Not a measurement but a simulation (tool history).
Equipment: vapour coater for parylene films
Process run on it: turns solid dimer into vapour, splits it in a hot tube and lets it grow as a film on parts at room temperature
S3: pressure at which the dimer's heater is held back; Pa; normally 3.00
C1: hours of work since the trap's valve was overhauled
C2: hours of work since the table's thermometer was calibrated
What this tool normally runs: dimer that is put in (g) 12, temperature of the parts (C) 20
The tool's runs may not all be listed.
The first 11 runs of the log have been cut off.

run 12 day=12.442 | dimer_that_is_put_in_(g)=12 temperature_of_the_parts_(C)=21 S3=3.00 | C1=282 C2=179 | thickness_of_the_film_(nm)=2730
run 13 day=13.546 | dimer_that_is_put_in_(g)=17 temperature_of_the_parts_(C)=21 S3=3.00 | C1=295 C2=192 | thickness_of_the_film_(nm)=3870
run 14 day=14.308 | dimer_that_is_put_in_(g)=12 temperature_of_the_parts_(C)=24 S3=3.00 | C1=304 C2=200 | thickness_of_the_film_(nm)=2400
run 15 day=15.754 | dimer_that_is_put_in_(g)=12 temperature_of_the_parts_(C)=20 S3=4.75 | C1=320 C2=217 | thickness_of_the_film_(nm)=2780
run 16 day=16.608 | dimer_that_is_put_in_(g)=12 temperature_of_the_parts_(C)=20 S3=3.00 | C1=330 C2=227 | thickness_of_the_film_(nm)=2930
run 17 day=18.296 | dimer_that_is_put_in_(g)=12 temperature_of_the_parts_(C)=20 S3=3.00 | C1=349 C2=246 | thickness_of_the_film_(nm)=2880
run 18 day=19.121 | dimer_that_is_put_in_(g)=9 temperature_of_the_parts_(C)=14 S3=3.13 | C1=359 C2=255 | thickness_of_the_film_(nm)=2900
run 19 day=20.400 | dimer_that_is_put_in_(g)=9 temperature_of_the_parts_(C)=14 S3=3.13 | C1=373 C2=270 | thickness_of_the_film_(nm)=2850
run 20 day=22.079 | dimer_that_is_put_in_(g)=8 temperature_of_the_parts_(C)=24 S3=2.37 | C1=392 C2=289 | thickness_of_the_film_(nm)=1640
-- day=22.867 trap's valve overhauled
run 21 day=23.525 | dimer_that_is_put_in_(g)=8 temperature_of_the_parts_(C)=24 S3=2.37 | C1=8 C2=304 | thickness_of_the_film_(nm)=1650
run 22 day=24.867 | dimer_that_is_put_in_(g)=12 temperature_of_the_parts_(C)=20 S3=4.78 | C1=23 C2=319 | thickness_of_the_film_(nm)=2780
run 23 day=25.871 | dimer_that_is_put_in_(g)=9 temperature_of_the_parts_(C)=13 S3=8.97 | C1=34 C2=331 | thickness_of_the_film_(nm)=2800
run 24 day=27.375 | dimer_that_is_put_in_(g)=9 temperature_of_the_parts_(C)=13 S3=8.97 | C1=52 C2=348 | thickness_of_the_film_(nm)=2830
run 25 day=28.108 | dimer_that_is_put_in_(g)=9 temperature_of_the_parts_(C)=13 S3=8.97 | C1=60 C2=356 | thickness_of_the_film_(nm)=2870
run 26 day=29.312 | dimer_that_is_put_in_(g)=14 temperature_of_the_parts_(C)=20 S3=3.00 | C1=74 C2=370 | thickness_of_the_film_(nm)=3360
run 27 day=30.279 | dimer_that_is_put_in_(g)=14 temperature_of_the_parts_(C)=20 S3=3.00 | C1=85 C2=381 | thickness_of_the_film_(nm)=3330
run 28 day=31.492 | dimer_that_is_put_in_(g)=16 temperature_of_the_parts_(C)=16 S3=10.77 | C1=99 C2=395 | thickness_of_the_film_(nm)=4220
run 29 day=32.446 | dimer_that_is_put_in_(g)=7 temperature_of_the_parts_(C)=31 S3=11.32 | C1=109 C2=406 | thickness_of_the_film_(nm)=910
run 30 day=33.642 | dimer_that_is_put_in_(g)=9 temperature_of_the_parts_(C)=20 S3=3.00 | C1=123 C2=419 | thickness_of_the_film_(nm)=2160
run 31 day=34.929 | dimer_that_is_put_in_(g)=9 temperature_of_the_parts_(C)=20 S3=3.00 | C1=138 C2=434 | thickness_of_the_film_(nm)=2210
run 32 day=36.600 | dimer_that_is_put_in_(g)=12 temperature_of_the_parts_(C)=16 S3=8.90 | C1=157 C2=453 | thickness_of_the_film_(nm)=3250
run 33 day=37.738 | dimer_that_is_put_in_(g)=12 temperature_of_the_parts_(C)=16 S3=3.41 | C1=170 C2=466 | thickness_of_the_film_(nm)=3420

Alternative continuations, all from the tool just after run 33; predict every row:
run A day=39.358 | dimer_that_is_put_in_(g)=7 temperature_of_the_parts_(C)=16 S3=3.41 | C1=188 C2=485 | thickness_of_the_film_(nm)=?
run B day=39.358 | dimer_that_is_put_in_(g)=8 temperature_of_the_parts_(C)=15 S3=11.45 | C1=188 C2=485 | thickness_of_the_film_(nm)=?
run C day=39.358 | dimer_that_is_put_in_(g)=17 temperature_of_the_parts_(C)=17 S3=4.76 | C1=188 C2=485 | thickness_of_the_film_(nm)=?
run D day=39.358 | dimer_that_is_put_in_(g)=9 temperature_of_the_parts_(C)=30 S3=3.11 | C1=188 C2=485 | thickness_of_the_film_(nm)=?

run=A thickness_of_the_film_(nm)=2030
run=B thickness_of_the_film_(nm)=2230
run=C thickness_of_the_film_(nm)=4570
run=D thickness_of_the_film_(nm)=1320
Take away the tool's hidden state, keep each run's random variation, and the runs would have read:
run=A thickness_of_the_film_(nm)=2030
run=B thickness_of_the_film_(nm)=2230
run=C thickness_of_the_film_(nm)=4580
run=D thickness_of_the_film_(nm)=1320
